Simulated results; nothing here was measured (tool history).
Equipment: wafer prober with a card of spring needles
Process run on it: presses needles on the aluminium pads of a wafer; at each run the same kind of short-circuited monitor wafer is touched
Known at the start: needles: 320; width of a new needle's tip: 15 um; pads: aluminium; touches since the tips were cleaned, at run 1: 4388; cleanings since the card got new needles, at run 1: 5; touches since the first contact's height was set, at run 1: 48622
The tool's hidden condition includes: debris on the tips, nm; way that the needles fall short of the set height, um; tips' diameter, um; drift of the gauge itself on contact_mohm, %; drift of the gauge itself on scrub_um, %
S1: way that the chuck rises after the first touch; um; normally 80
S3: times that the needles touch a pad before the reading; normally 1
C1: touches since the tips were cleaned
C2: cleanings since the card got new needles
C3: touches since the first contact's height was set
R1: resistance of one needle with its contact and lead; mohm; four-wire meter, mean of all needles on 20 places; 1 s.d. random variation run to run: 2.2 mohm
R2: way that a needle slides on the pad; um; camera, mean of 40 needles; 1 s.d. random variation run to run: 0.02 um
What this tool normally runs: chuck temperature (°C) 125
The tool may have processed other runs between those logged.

{"run": 1, "hour": 0.0, "S1": 80, "chuck temperature (°C)": 125, "S3": 1, "C1": 4388, "C2": 5, "C3": 48622, "R1": 246, "R2": 22.08}
{"hour": 7.4, "done": "tips cleaned on abrasive film"}
{"run": 2, "hour": 10.8, "S1": 80, "chuck temperature (°C)": 125, "S3": 1, "C1": 1503, "C2": 6, "C3": 53250, "R1": 242, "R2": 22.07}
{"run": 3, "hour": 20.6, "S1": 80, "chuck temperature (°C)": 125, "S3": 1, "C1": 5703, "C2": 6, "C3": 57450, "R1": 244, "R2": 22.04}
{"hour": 25.4, "done": "tips cleaned on abrasive film"}
{"run": 4, "hour": 28.0, "S1": 80, "chuck temperature (°C)": 84, "S3": 1, "C1": 1127, "C2": 7, "C3": 60598, "R1": 236, "R2": 22.03}
{"run": 5, "hour": 37.6, "S1": 80, "chuck temperature (°C)": 125, "S3": 2, "C1": 5287, "C2": 7, "C3": 64758, "R1": 249, "R2": 22.03}
{"hour": 43.0, "done": "tips cleaned on abrasive film"}
{"run": 6, "hour": 44.1, "S1": 80, "chuck temperature (°C)": 125, "S3": 2, "C1": 466, "C2": 8, "C3": 67490, "R1": 249, "R2": 22.03}
{"run": 7, "hour": 52.3, "S1": 80, "chuck temperature (°C)": 125, "S3": 2, "C1": 4017, "C2": 8, "C3": 71041, "R1": 247, "R2": 21.99}
{"hour": 60.4, "done": "tips cleaned on abrasive film"}
{"run": 8, "hour": 63.6, "S1": 81, "chuck temperature (°C)": 125, "S3": 1, "C1": 1371, "C2": 9, "C3": 75868, "R1": 249, "R2": 22.28}
{"run": 9, "hour": 69.8, "S1": 80, "chuck temperature (°C)": 125, "S3": 1, "C1": 4053, "C2": 9, "C3": 78550, "R1": 246, "R2": 22.0}
{"hour": 77.8, "done": "tips cleaned on abrasive film"}
{"run": 10, "hour": 80.0, "S1": 80, "chuck temperature (°C)": 125, "S3": 1, "C1": 938, "C2": 10, "C3": 82878, "R1": 247, "R2": 21.96}
{"run": 11, "hour": 89.7, "S1": 80, "chuck temperature (°C)": 125, "S3": 1, "C1": 5120, "C2": 10, "C3": 87060, "R1": 246, "R2": 21.92}
{"hour": 95.1, "done": "tips cleaned on abrasive film"}
{"run": 12, "hour": 98.0, "S1": 73, "chuck temperature (°C)": 125, "S3": 1, "C1": 1226, "C2": 11, "C3": 90585, "R1": 248, "R2": 20.0}
{"run": 13, "hour": 107.8, "S1": 80, "chuck temperature (°C)": 125, "S3": 1, "C1": 5466, "C2": 11, "C3": 94825, "R1": 248, "R2": 21.9}
{"hour": 112.5, "done": "tips cleaned on abrasive film"}
{"run": 14, "hour": 112.5, "S1": 80, "chuck temperature (°C)": 125, "S3": 1, "C1": 0, "C2": 12, "C3": 96806, "R1": 244, "R2": 21.88}
{"run": 15, "hour": 117.6, "S1": 80, "chuck temperature (°C)": 125, "S3": 1, "C1": 2196, "C2": 12, "C3": 99002, "R1": 245, "R2": 21.88}
{"run": 16, "hour": 125.3, "S1": 80, "chuck temperature (°C)": 125, "S3": 1, "C1": 5533, "C2": 12, "C3": 102339, "R1": 245, "R2": 21.87}
{"hour": 129.9, "done": "tips cleaned on abrasive film"}
{"run": 17, "hour": 133.1, "S1": 80, "chuck temperature (°C)": 125, "S3": 1, "C1": 1361, "C2": 13, "C3": 105646, "R1": 242, "R2": 21.82}
{"hour": 143.1, "done": "height of the first contact set anew"}
{"run": 18, "hour": 143.1, "S1": 80, "chuck temperature (°C)": 125, "S3": 1, "C1": 5526, "C2": 13, "C3": 0, "R1": 248, "R2": 21.87}
{"hour": 147.5, "done": "tips cleaned on abrasive film"}
{"run": 19, "hour": 150.7, "S1": 88, "chuck temperature (°C)": 25, "S3": 3, "C1": 1394, "C2": 14, "C3": 3253, "R1": 219, "R2": 23.97}
{"run": 20, "hour": 161.1, "S1": 90, "chuck temperature (°C)": 125, "S3": 1, "C1": 5883, "C2": 14, "C3": 7742, "R1": 245, "R2": 24.52}
{"hour": 165.2, "done": "tips cleaned on abrasive film"}
{"run": 21, "hour": 167.7, "S1": 83, "chuck temperature (°C)": 50, "S3": 1, "C1": 1074, "C2": 15, "C3": 10535, "R1": 228, "R2": 22.6}
{"run": 22, "hour": 172.5, "S1": 62, "chuck temperature (°C)": 72, "S3": 1, "C1": 3160, "C2": 15, "C3": 12621, "R1": 237, "R2": 16.89}
{"hour": 182.9, "done": "tips cleaned on abrasive film"}
{"run": 23, "hour": 183.3, "S1": 74, "chuck temperature (°C)": 125, "S3": 1, "C1": 179, "C2": 16, "C3": 17223, "R1": 247, "R2": 20.14}
{"run": 24, "hour": 189.3, "S1": 96, "chuck temperature (°C)": 39, "S3": 2, "C1": 2769, "C2": 16, "C3": 19813, "R1": 226, "R2": 26.08}
{"run": 25, "hour": 196.5, "S1": 75, "chuck temperature (°C)": 39, "S3": 3, "C1": 5846, "C2": 16, "C3": 22890, "R1": 225, "R2": 20.35}
{"hour": 200.5, "done": "tips cleaned on abrasive film"}
{"run": 26, "hour": 201.2, "S1": 62, "chuck temperature (°C)": 117, "S3": 3, "C1": 277, "C2": 17, "C3": 24886, "R1": 250, "R2": 16.84}
{"run": 27, "hour": 212.3, "S1": 80, "chuck temperature (°C)": 26, "S3": 2, "C1": 5072, "C2": 17, "C3": 29681, "R1": 222, "R2": 21.69}
{"run": 28, "hour": 217.5, "S1": 80, "chuck temperature (°C)": 26, "S3": 2, "C1": 7292, "C2": 17, "C3": 31901, "R1": 220, "R2": 21.71}
{"hour": 218.3, "done": "tips cleaned on abrasive film"}
{"run": 29, "hour": 228.3, "S1": 80, "chuck temperature (°C)": 26, "S3": 2, "C1": 4302, "C2": 18, "C3": 36537, "R1": 220, "R2": 21.69}
{"hour": 235.9, "done": "tips cleaned on abrasive film"}
{"run": 30, "hour": 235.9, "S1": 80, "chuck temperature (°C)": 26, "S3": 2, "C1": 0, "C2": 19, "C3": 39771, "R1": 222, "R2": 21.64}
{"run": 31, "hour": 244.9, "S1": 91, "chuck temperature (°C)": 125, "S3": 1, "C1": 3857, "C2": 19, "C3": 43628, "R1": 242, "R2": 24.59}
{"run": 32, "hour": 250.6, "S1": 63, "chuck temperature (°C)": 47, "S3": 2, "C1": 6340, "C2": 19, "C3": 46111, "R1": 228, "R2": 17.03}
{"hour": 253.3, "done": "tips cleaned on abrasive film"}
{"run": 33, "hour": 255.4, "S1": 63, "chuck temperature (°C)": 47, "S3": 2, "C1": 868, "C2": 20, "C3": 48105, "R1": 230, "R2": 17.01}

Branching from run 33: 3 alternative next runs. What would each branch give?
{"run": "A", "hour": 264.1, "S1": 79, "chuck temperature (°C)": 36, "S3": 2, "C1": 4655, "C2": 20, "C3": 51892, "R1": "?", "R2": "?"}
{"run": "B", "hour": 264.1, "S1": 63, "chuck temperature (°C)": 47, "S3": 2, "C1": 4655, "C2": 20, "C3": 51892, "R1": "?", "R2": "?"}
{"run": "C", "hour": 264.1, "S1": 63, "chuck temperature (°C)": 32, "S3": 2, "C1": 4655, "C2": 20, "C3": 51892, "R1": "?", "R2": "?"}

run=A R1=227 R2=21.36
run=B R1=230 R2=17.06
run=C R1=223 R2=17.01
The same runs, with their run-to-run variation unchanged, on a tool lacking any hidden condition would have given:
run=A R1=226 R2=21.81
run=B R1=229 R2=17.42
run=C R1=223 R2=17.36
